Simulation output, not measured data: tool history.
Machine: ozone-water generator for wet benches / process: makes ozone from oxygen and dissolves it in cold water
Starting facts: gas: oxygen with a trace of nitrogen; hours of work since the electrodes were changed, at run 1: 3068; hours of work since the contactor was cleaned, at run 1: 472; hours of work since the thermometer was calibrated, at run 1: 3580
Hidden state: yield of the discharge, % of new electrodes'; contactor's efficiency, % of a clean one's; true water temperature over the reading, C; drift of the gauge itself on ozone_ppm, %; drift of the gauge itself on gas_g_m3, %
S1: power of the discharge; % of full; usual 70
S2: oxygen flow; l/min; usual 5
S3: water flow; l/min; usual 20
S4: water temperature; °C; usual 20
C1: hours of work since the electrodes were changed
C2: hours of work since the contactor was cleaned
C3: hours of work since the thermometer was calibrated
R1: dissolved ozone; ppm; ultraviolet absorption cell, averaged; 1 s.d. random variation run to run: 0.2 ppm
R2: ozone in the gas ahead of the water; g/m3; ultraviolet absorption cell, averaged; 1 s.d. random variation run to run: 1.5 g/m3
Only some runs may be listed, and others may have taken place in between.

{"run": 1, "hour": 0.0, "S1": 70, "S2": 5, "S3": 20, "S4": 20, "C1": 3068, "C2": 472, "C3": 3580, "R1": 28.9, "R2": 272.7}
{"run": 2, "hour": 89.9, "S1": 70, "S2": 5, "S3": 20, "S4": 20, "C1": 3132, "C2": 535, "C3": 3643, "R1": 29.2, "R2": 272.6}
{"run": 3, "hour": 152.5, "S1": 70, "S2": 5, "S3": 20, "S4": 20, "C1": 3176, "C2": 579, "C3": 3687, "R1": 29.6, "R2": 274}
{"run": 4, "hour": 231.3, "S1": 70, "S2": 5, "S3": 20, "S4": 20, "C1": 3231, "C2": 635, "C3": 3743, "R1": 29.2, "R2": 272.8}
{"run": 5, "hour": 361.2, "S1": 70, "S2": 5, "S3": 14, "S4": 20, "C1": 3323, "C2": 726, "C3": 3834, "R1": 37.7, "R2": 272.1}
{"run": 6, "hour": 498.7, "S1": 70, "S2": 5, "S3": 14, "S4": 20, "C1": 3420, "C2": 823, "C3": 3931, "R1": 38.2, "R2": 274.1}
{"run": 7, "hour": 573.0, "S1": 45, "S2": 2.97, "S3": 14, "S4": 20, "C1": 3472, "C2": 875, "C3": 3984, "R1": 27.4, "R2": 260.4}
{"run": 8, "hour": 675.5, "S1": 40, "S2": 5.52, "S3": 17, "S4": 21, "C1": 3544, "C2": 948, "C3": 4056, "R1": 24.7, "R2": 197}
{"run": 9, "hour": 750.3, "S1": 40, "S2": 5.52, "S3": 17, "S4": 21, "C1": 3597, "C2": 1000, "C3": 4109, "R1": 24.7, "R2": 199.7}
{"run": 10, "hour": 847.6, "S1": 42, "S2": 5.52, "S3": 25, "S4": 16, "C1": 3665, "C2": 1069, "C3": 4177, "R1": 20.1, "R2": 203.6}
{"run": 11, "hour": 934.7, "S1": 42, "S2": 5.52, "S3": 25, "S4": 16, "C1": 3727, "C2": 1130, "C3": 4238, "R1": 20.1, "R2": 203.7}

Alternative continuations, all from the tool just after run 11; predict every row:
{"run": "A", "hour": 990.6, "S1": 42, "S2": 5.52, "S3": 20, "S4": 16, "C1": 3766, "C2": 1170, "C3": 4278, "R1": "?", "R2": "?"}
{"run": "B", "hour": 990.6, "S1": 70, "S2": 5, "S3": 13, "S4": 20, "C1": 3766, "C2": 1170, "C3": 4278, "R1": "?", "R2": "?"}
{"run": "C", "hour": 990.6, "S1": 42, "S2": 5.01, "S3": 25, "S4": 16, "C1": 3766, "C2": 1170, "C3": 4278, "R1": "?", "R2": "?"}
{"run": "D", "hour": 990.6, "S1": 42, "S2": 5.52, "S3": 25, "S4": 16, "C1": 3766, "C2": 1170, "C3": 4278, "R1": "?", "R2": "?"}

run=A R1=24.2 R2=202.4
run=B R1=39.6 R2=272.8
run=C R1=19.4 R2=209
run=D R1=20.2 R2=202.9
Without the tool's hidden state the same runs would have given:
run=A R1=24.2 R2=202.5
run=B R1=39.6 R2=273
run=C R1=19.4 R2=209.1
run=D R1=20.2 R2=203
